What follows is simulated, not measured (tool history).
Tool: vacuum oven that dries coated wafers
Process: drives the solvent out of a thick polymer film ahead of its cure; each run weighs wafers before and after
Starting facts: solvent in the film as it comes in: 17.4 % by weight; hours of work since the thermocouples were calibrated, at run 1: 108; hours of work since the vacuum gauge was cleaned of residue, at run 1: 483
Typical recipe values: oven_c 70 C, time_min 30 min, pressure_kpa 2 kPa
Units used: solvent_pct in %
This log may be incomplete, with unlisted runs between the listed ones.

run	hour	oven_c	time_min	pressure_kpa	hours of work since the thermocouples were calibrated	hours of work since the vacuum gauge was cleaned of residue	solvent_pct
1	0	70	30	2	108	483	1.38
2	21.2	70	30	2	123	498	1.37
3	41.9	70	30	2	138	513	1.36
4	59.2	70	30	2.35	151	526	1.47
5	78.1	70	17	2.35	165	540	3.35
6	100.6	70	30	1.54	181	556	1.28
7	120.2	70	30	1.54	195	570	1.28
8	140	70	30	1.54	209	584	1.29
9	151.7	70	30	1.54	218	593	1.29
10	168.4	70	30	1.54	230	605	1.31
11	187.9	70	47	2	244	619	0.8
12	209.6	70	26	2	260	635	1.78
13	228.1	70	26	2	273	648	1.83
14	245.3	70	30	4.43	285	660	2.14
15	270.9	70	29	2	304	679	1.54
16	291.2	70	29	2	319	694	1.56
17	308.1	70	29	2	331	706	1.56
18	333.1	70	30	2	349	724	1.45
19	354.9	70	30	2	365	740	1.48
20	371	70	30	2	376	751	1.48
21	382.7	82	30	2	385	760	0.46
22	400.8	82	30	2	398	773	0.45
23	421.3	82	30	2	413	788	0.45
24	438.2	82	30	2	425	800	0.43
25	464.2	82	30	2	444	819	0.47
26	487	59	46	5.03	460	835	4.44
27	509	61	44	3.89	476	851	3.4
28	520.2	56	40	2.18	484	859	4.91
29	535.3	56	40	2.18	495	870	4.89
30	548.3	56	40	2.18	504	879	4.94
31	562.3	56	40	2.18	514	889	4.98
32	585.9	67	43	2.18	532	907	1.43
33	606.1	68	30	1.91	546	921	2.01
34	628.2	71	30	2.9	562	937	1.66
35	643	79	30	2.65	573	948	0.7
36	660.1	79	30	2.65	585	960	0.73
37	683.6	79	30	2.53	602	977	0.71
38	710.1	79	30	2.53	621	996	0.69
39	732.8	59	26	1.44	638	1013	5.6
40	753.1	75	22	1.52	652	1027	1.29
41	768.1	56	41	1.52	663	1038	4.7
# hour 786.4: oven's thermocouples calibrated
42	792.3	56	41	1.52	4	1054	4.42
43	818.5	73	34	1.52	23	1073	0.75
44	830.7	70	49	7.15	32	1082	2.38
45	857.4	70	49	7.15	51	1101	2.4

Below are 4 alternative next runs, each starting from the tool's condition after run 45. Predict each:
A	882.7	70	30	4.59	70	1120	?
B	882.7	61	30	2	70	1120	?
C	882.7	73	30	1.51	70	1120	?
D	882.7	60	42	2	70	1120	?

run	solvent_pct
A	2.26
B	4.16
C	0.94
D	3.09
With the hidden condition removed and each run's random variation left untouched, the same runs would have given:
run	solvent_pct
A	2.11
B	3.96
C	0.8
D	2.87
